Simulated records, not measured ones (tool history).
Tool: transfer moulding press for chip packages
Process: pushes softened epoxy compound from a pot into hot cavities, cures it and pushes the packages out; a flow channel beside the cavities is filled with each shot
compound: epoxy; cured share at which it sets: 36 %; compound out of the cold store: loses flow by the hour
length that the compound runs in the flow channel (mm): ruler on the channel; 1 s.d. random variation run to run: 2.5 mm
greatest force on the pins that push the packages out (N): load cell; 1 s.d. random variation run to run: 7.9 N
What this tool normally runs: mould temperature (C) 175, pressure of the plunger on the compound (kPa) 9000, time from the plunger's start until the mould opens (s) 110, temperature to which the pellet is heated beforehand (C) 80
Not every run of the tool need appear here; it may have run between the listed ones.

run   hour  mould temperature (C)  pressure of the plunger on the compound (kPa)  time from the plunger's start until the mould opens (s)  temperature to which the pellet is heated beforehand (C)  incoming compound's hours out of the cold store  length that the compound runs in the flow channel (mm)  greatest force on the pins that push the packages out (N)
  1    0.0                    175                                           9000                                                      110                                                        80                                              9.5                                                     658                                                        355
  2   15.2                    173                                           9000                                                      110                                                        80                                             36.4                                                     574                                                        475
      32.0  -- plunger's sealing rings changed
  3   41.3                    175                                           9000                                                      110                                                        70                                             26.2                                                     622                                                        513
      50.8  -- mould's thermocouples calibrated
  4   54.0                    175                                           9000                                                      110                                                        70                                             14.9                                                     656                                                        529
  5   71.7                    175                                           9000                                                      110                                                        70                                             46.7                                                     553                                                        533
      82.8  -- cavities cleaned with cleaning compound and waxed
  6   88.6                    175                                           9000                                                      110                                                        80                                             36.7                                                     585                                                        378
  7  114.5                    175                                           9000                                                      110                                                        80                                             25.6                                                     616                                                        484
  8  136.6                    175                                           9000                                                      110                                                        80                                             12.7                                                     653                                                        524
  9  147.4                    175                                           9000                                                      110                                                        80                                             19.7                                                     632                                                        537
     162.2  -- cavities cleaned with cleaning compound and waxed
 10  165.6                    175                                           9000                                                      110                                                        80                                             27.3                                                     605                                                        393
 11  182.0                    175                                           8600                                                      110                                                        80                                              8.7                                                     650                                                        448
 12  198.9                    175                                           8600                                                      122                                                        80                                             42.4                                                     551                                                        449
 13  217.9                    175                                           8600                                                      122                                                        80                                             33.0                                                     574                                                        464
 14  234.7                    175                                           8600                                                      122                                                        80                                             27.0                                                     593                                                        516
     241.7  -- cavities cleaned with cleaning compound and waxed
 15  259.7                    175                                          10310                                                      110                                                        80                                             17.9                                                     678                                                        414
 16  282.8                    175                                          10310                                                      110                                                        80                                             46.5                                                     582                                                        480
 17  307.5                    175                                           9000                                                      118                                                        80                                              9.9                                                     660                                                        513
     321.4  -- cavities cleaned with cleaning compound and waxed
 18  329.6                    175                                           9000                                                      118                                                        80                                             36.6                                                     571                                                        363
 19  345.1                    175                                          10000                                                      118                                                        80                                             32.9                                                     616                                                        411
 20  363.8                    168                                          10000                                                      118                                                        80                                             16.9                                                     677                                                        678
 21  377.2                    169                                           8530                                                      118                                                        80                                             24.0                                                     601                                                        663
     391.3  -- plunger's sealing rings changed
     403.2  -- cavities cleaned with cleaning compound and waxed
 22  404.8                    171                                           7990                                                      108                                                        75                                             27.8                                                     583                                                        451
 23  426.3                    176                                           9000                                                      110                                                        80                                             29.6                                                     600                                                        441
 24  450.3                    176                                           9000                                                      110                                                        80                                             33.7                                                     586                                                        505

Alternative continuations, all from the tool just after run 24; predict every row:
  A  463.9                    176                                           9000                                                      110                                                        78                                             44.9                                                       ?                                                          ?
  B  463.9                    175                                           9000                                                       94                                                        83                                             24.1                                                       ?                                                          ?
  C  463.9                    170                                           9000                                                      117                                                        72                                             29.8                                                       ?                                                          ?
  D  463.9                    172                                           9300                                                      119                                                        80                                             39.6                                                       ?                                                          ?

run  length that the compound runs in the flow channel (mm)  greatest force on the pins that push the packages out (N)
  A                                                     555                                                        493
  B                                                     621                                                        690
  C                                                     610                                                        626
  D                                                     587                                                        544
Without the tool's unlogged condition, the same runs would have read:
run  length that the compound runs in the flow channel (mm)  greatest force on the pins that push the packages out (N)
  A                                                     559                                                        318
  B                                                     626                                                        446
  C                                                     615                                                        405
  D                                                     591                                                        351
